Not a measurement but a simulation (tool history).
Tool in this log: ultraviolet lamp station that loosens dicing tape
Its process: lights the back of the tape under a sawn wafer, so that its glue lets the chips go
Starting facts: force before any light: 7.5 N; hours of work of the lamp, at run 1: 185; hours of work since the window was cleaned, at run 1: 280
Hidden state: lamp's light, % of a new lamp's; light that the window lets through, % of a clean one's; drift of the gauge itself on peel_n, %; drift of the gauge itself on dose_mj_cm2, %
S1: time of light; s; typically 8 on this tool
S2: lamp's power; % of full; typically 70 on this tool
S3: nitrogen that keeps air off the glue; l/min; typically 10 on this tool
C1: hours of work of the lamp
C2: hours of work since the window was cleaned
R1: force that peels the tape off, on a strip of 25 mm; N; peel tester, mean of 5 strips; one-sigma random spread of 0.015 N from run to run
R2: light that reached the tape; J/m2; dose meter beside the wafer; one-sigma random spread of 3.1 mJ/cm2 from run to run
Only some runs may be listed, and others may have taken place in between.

run	hour	S1	S2	S3	C1	C2	R1	R2
1	0	8	70	10	185	280	0.696	4700
2	15.9	8	70	10	193	288	0.687	4710
3	34.3	8	70	10	202	297	0.713	4680
4	50.1	8	70	10	210	305	0.697	4680
5	62.7	8	70	10	216	311	0.716	4620
6	72.1	8	70	10	220	315	0.681	4690
7	89.2	8	70	10	229	324	0.698	4760
8	99.6	8	70	10	234	329	0.726	4720
9	108.7	8	70	10	238	333	0.729	4700
10	129	8	70	10	248	343	0.717	4710
11	138.4	8	70	10	253	348	0.707	4680
12	150.8	8	70	10	259	354	0.709	4750
13	168.4	8	70	10	268	363	0.676	4680
14	180.1	8	70	4	273	368	1.167	4700
15	193.8	8	70	4	280	375	1.219	4670
16	204.8	8	70	4	286	381	1.247	4690
17	224.7	16	70	4	295	390	0.228	9420
18	240.4	5	70	10	303	398	1.612	2920
19	249.8	5	70	10	308	403	1.699	2970
20	265.1	7	88	19	315	410	0.385	5140
21	280.2	8	86	10	323	418	0.406	5800
22	288.5	6	86	10	327	422	0.829	4300
23	300	6	71	4	332	427	1.882	3560
# hour 307.3: window cleaned of glue's vapour
24	308.9	10	63	4	336	1	0.972	5330
25	319.1	5	86	10	341	6	1.167	3600
26	335.4	8	70	3	349	14	1.426	4690
27	343.8	6	82	10	354	18	0.887	4100
28	354.4	12	84	10	359	23	0.136	8370
29	366.8	12	100	3	365	29	0.256	10050
30	380.3	8	92	4	371	36	0.725	6130
31	397.7	8	92	4	380	44	0.732	6170
32	409.9	8	92	6	386	50	0.51	6220
33	422.3	11	70	4	392	56	0.627	6440
34	442.3	9	64	10	402	66	0.646	4860

Below are 3 alternative next runs, each starting from the tool's condition after run 34. Predict each:
A	462.6	9	77	10	412	76	?	?
B	462.6	8	82	10	412	76	?	?
C	462.6	8	70	12	412	76	?	?

run	R1	R2
A	0.431	5750
B	0.492	5490
C	0.631	4670
Had the tool no hidden state, the same runs would have come out as:
run	R1	R2
A	0.429	5760
B	0.489	5500
C	0.628	4680

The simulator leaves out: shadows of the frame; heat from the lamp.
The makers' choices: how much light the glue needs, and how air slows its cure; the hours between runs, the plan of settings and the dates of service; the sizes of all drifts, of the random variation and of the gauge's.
